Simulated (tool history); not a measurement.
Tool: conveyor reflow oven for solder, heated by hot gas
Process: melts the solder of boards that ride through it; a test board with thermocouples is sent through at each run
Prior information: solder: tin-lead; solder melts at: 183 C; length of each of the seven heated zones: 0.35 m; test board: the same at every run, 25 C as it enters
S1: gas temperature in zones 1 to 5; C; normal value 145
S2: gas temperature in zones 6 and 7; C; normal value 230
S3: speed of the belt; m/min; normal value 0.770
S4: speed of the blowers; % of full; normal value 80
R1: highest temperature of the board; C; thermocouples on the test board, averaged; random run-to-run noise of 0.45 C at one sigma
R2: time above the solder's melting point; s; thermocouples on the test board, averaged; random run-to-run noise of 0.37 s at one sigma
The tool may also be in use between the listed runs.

run 1 hour=0.0 | S1=145 S2=230 S3=0.770 S4=80 | R1=214.8 R2=42.0
run 2 hour=32.7 | S1=145 S2=230 S3=0.770 S4=80 | R1=214.0 R2=41.7
run 3 hour=68.0 | S1=145 S2=230 S3=0.770 S4=80 | R1=213.9 R2=40.8
run 4 hour=99.3 | S1=136 S2=230 S3=0.770 S4=80 | R1=212.9 R2=38.2
run 5 hour=126.1 | S1=145 S2=230 S3=0.661 S4=80 | R1=219.5 R2=52.4
run 6 hour=169.7 | S1=145 S2=230 S3=0.770 S4=80 | R1=213.6 R2=40.9
run 7 hour=205.1 | S1=145 S2=230 S3=0.770 S4=80 | R1=214.3 R2=41.4
run 8 hour=226.8 | S1=152 S2=230 S3=0.770 S4=80 | R1=214.9 R2=44.1
run 9 hour=260.4 | S1=145 S2=230 S3=0.770 S4=80 | R1=213.1 R2=40.6
run 10 hour=285.9 | S1=145 S2=230 S3=0.770 S4=80 | R1=213.7 R2=40.5
run 11 hour=309.3 | S1=145 S2=230 S3=0.770 S4=80 | R1=213.6 R2=40.6
run 12 hour=347.7 | S1=145 S2=230 S3=0.770 S4=80 | R1=213.2 R2=39.7
run 13 hour=396.6 | S1=145 S2=230 S3=0.770 S4=80 | R1=213.2 R2=40.0
run 14 hour=418.9 | S1=145 S2=230 S3=0.770 S4=80 | R1=213.3 R2=40.0
run 15 hour=445.7 | S1=145 S2=229 S3=0.770 S4=80 | R1=211.5 R2=39.6
run 16 hour=475.2 | S1=145 S2=230 S3=0.770 S4=72 | R1=212.0 R2=39.0
run 17 hour=527.4 | S1=143 S2=220 S3=0.799 S4=89 | R1=204.0 R2=32.2
run 18 hour=554.2 | S1=143 S2=220 S3=0.799 S4=89 | R1=203.5 R2=31.2
-- hour=570.2 flux residue cleaned out of gas plates and filters
run 19 hour=606.0 | S1=141 S2=226 S3=0.884 S4=53 | R1=202.6 R2=26.1
run 20 hour=657.5 | S1=141 S2=226 S3=0.884 S4=62 | R1=204.9 R2=27.9
run 21 hour=684.1 | S1=152 S2=233 S3=0.849 S4=64 | R1=215.4 R2=39.8
run 22 hour=712.2 | S1=136 S2=228 S3=0.846 S4=55 | R1=205.0 R2=28.0
run 23 hour=763.8 | S1=139 S2=228 S3=0.846 S4=55 | R1=205.7 R2=29.1
run 24 hour=803.3 | S1=140 S2=223 S3=0.832 S4=56 | R1=201.7 R2=27.5
run 25 hour=828.7 | S1=153 S2=230 S3=0.903 S4=80 | R1=213.7 R2=36.2
run 26 hour=871.9 | S1=132 S2=227 S3=0.621 S4=57 | R1=213.6 R2=47.3
run 27 hour=920.7 | S1=132 S2=227 S3=0.621 S4=62 | R1=215.5 R2=48.8
run 28 hour=957.8 | S1=141 S2=230 S3=0.770 S4=77 | R1=214.5 R2=39.6
run 29 hour=1004.8 | S1=141 S2=230 S3=0.770 S4=77 | R1=214.5 R2=41.4

Branching from run 29: 4 alternative next runs. What would each branch give?
run A hour=1041.8 | S1=132 S2=230 S3=0.770 S4=67 | R1=? R2=?
run B hour=1041.8 | S1=145 S2=231 S3=0.770 S4=52 | R1=? R2=?
run C hour=1041.8 | S1=132 S2=245 S3=0.656 S4=80 | R1=? R2=?
run D hour=1041.8 | S1=141 S2=230 S3=0.771 S4=77 | R1=? R2=?

run=A R1=210.2 R2=35.1
run=B R1=210.4 R2=38.2
run=C R1=231.5 R2=55.5
run=D R1=214.2 R2=40.2
Without the tool's hidden state the same runs would have given:
run=A R1=209.1 R2=33.7
run=B R1=208.9 R2=36.3
run=C R1=230.1 R2=53.3
run=D R1=213.0 R2=38.6
